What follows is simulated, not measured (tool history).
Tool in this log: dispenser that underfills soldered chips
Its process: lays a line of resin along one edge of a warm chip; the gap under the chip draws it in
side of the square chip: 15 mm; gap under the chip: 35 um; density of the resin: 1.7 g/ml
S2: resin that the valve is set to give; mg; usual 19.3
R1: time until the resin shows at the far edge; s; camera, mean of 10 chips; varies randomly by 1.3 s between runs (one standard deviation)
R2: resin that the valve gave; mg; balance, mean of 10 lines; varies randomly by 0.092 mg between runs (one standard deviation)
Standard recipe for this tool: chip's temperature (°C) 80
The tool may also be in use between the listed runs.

Run 1, day 0.000: usual settings. Result: R1 158.7 s, R2 19.37 mg.
At day 0.088: new syringe of resin.
Run 2, day 0.200: usual settings but S2 21.2 mg. Result: R1 131.7 s, R2 21.15 mg.
At day 0.479: new syringe of resin.
Run 3, day 0.483: usual settings but S2 21.2 mg. Result: R1 123.4 s, R2 21.04 mg.
Run 4, day 0.738: usual settings but S2 23.1 mg. Result: R1 152.3 s, R2 23.00 mg.
At day 0.858: new syringe of resin.
Run 5, day 1.004: usual settings but S2 23.1 mg. Result: R1 137.1 s, R2 22.95 mg.
Run 6, day 1.192: usual settings but S2 23.1 mg. Result: R1 159.7 s, R2 22.74 mg.
At day 1.258: new syringe of resin.
Run 7, day 1.492: usual settings but S2 23.1 mg. Result: R1 144.3 s, R2 22.73 mg.
At day 1.662: new syringe of resin.
Run 8, day 1.804: usual settings but S2 23.1 mg. Result: R1 137.3 s, R2 22.67 mg.
Run 9, day 2.029: usual settings but chip's temperature (°C) 67, S2 23.1 mg. Result: R1 307.7 s, R2 22.54 mg.
At day 2.075: new syringe of resin.
Run 10, day 2.396: usual settings but S2 20.4 mg. Result: R1 162.3 s, R2 19.80 mg.
At day 2.467: new syringe of resin.
Run 11, day 2.742: usual settings but S2 20.4 mg. Result: R1 154.6 s, R2 19.80 mg.
At day 2.862: new syringe of resin.
Run 12, day 3.083: usual settings but chip's temperature (°C) 76, S2 21.2 mg. Result: R1 178.7 s, R2 20.39 mg.
At day 3.258: new syringe of resin.
Run 13, day 3.375: usual settings but chip's temperature (°C) 70, S2 18.9 mg. Result: R1 223.9 s, R2 18.29 mg.
At day 3.658: new syringe of resin.
Run 14, day 3.762: usual settings but chip's temperature (°C) 70, S2 18.9 mg. Result: R1 222.8 s, R2 18.12 mg.
Run 15, day 4.004: usual settings but S2 18.7 mg. Result: R1 163.6 s, R2 17.95 mg.
At day 4.067: new syringe of resin.
Run 16, day 4.296: usual settings but chip's temperature (°C) 92, S2 20.1 mg. Result: R1 83.7 s, R2 19.15 mg.
At day 4.450: new syringe of resin.
Run 17, day 4.562: usual settings but chip's temperature (°C) 92, S2 20.1 mg. Result: R1 78.7 s, R2 19.17 mg.
At day 4.829: new syringe of resin.
Run 18, day 4.917: usual settings but chip's temperature (°C) 92, S2 20.1 mg. Result: R1 78.9 s, R2 18.93 mg.
At day 5.208: new syringe of resin.
Run 19, day 5.300: usual settings but chip's temperature (°C) 82, S2 22.4 mg. Result: R1 123.5 s, R2 21.22 mg.
At day 5.600: new syringe of resin.
Run 20, day 5.638: usual settings but chip's temperature (°C) 87, S2 21.3 mg. Result: R1 94.5 s, R2 20.11 mg.
Run 21, day 5.867: usual settings but chip's temperature (°C) 73, S2 21.8 mg. Result: R1 216.2 s, R2 20.45 mg.

Branching from run 21: 5 alternative next runs. What would each branch give?
At day 5.996: new syringe of resin.
Run A, day 6.054: usual settings but chip's temperature (°C) 78, S2 24.0 mg. Result: R1 ?, R2 ?.
At day 5.996: new syringe of resin.
Run B, day 6.054: usual settings but chip's temperature (°C) 74, S2 16.9 mg. Result: R1 ?, R2 ?.
At day 5.996: new syringe of resin.
Run C, day 6.054: usual settings but chip's temperature (°C) 73, S2 19.4 mg. Result: R1 ?, R2 ?.
At day 5.996: new syringe of resin.
Run D, day 6.054: usual settings but chip's temperature (°C) 89. Result: R1 ?, R2 ?.
At day 5.996: new syringe of resin.
Run E, day 6.054: usual settings but chip's temperature (°C) 69, S2 21.8 mg. Result: R1 ?, R2 ?.

run     R1     R2
  A  145.1  22.17
  B  191.6  15.88
  C  193.7  18.14
  D   90.8  17.93
  E  227.6  20.24
The same runs, with their run-to-run variation unchanged, on a tool lacking any hidden condition would have given:
run     R1     R2
  A  133.4  23.72
  B  172.5  16.98
  C  176.4  19.41
  D   82.7  19.19
  E  208.5  21.65

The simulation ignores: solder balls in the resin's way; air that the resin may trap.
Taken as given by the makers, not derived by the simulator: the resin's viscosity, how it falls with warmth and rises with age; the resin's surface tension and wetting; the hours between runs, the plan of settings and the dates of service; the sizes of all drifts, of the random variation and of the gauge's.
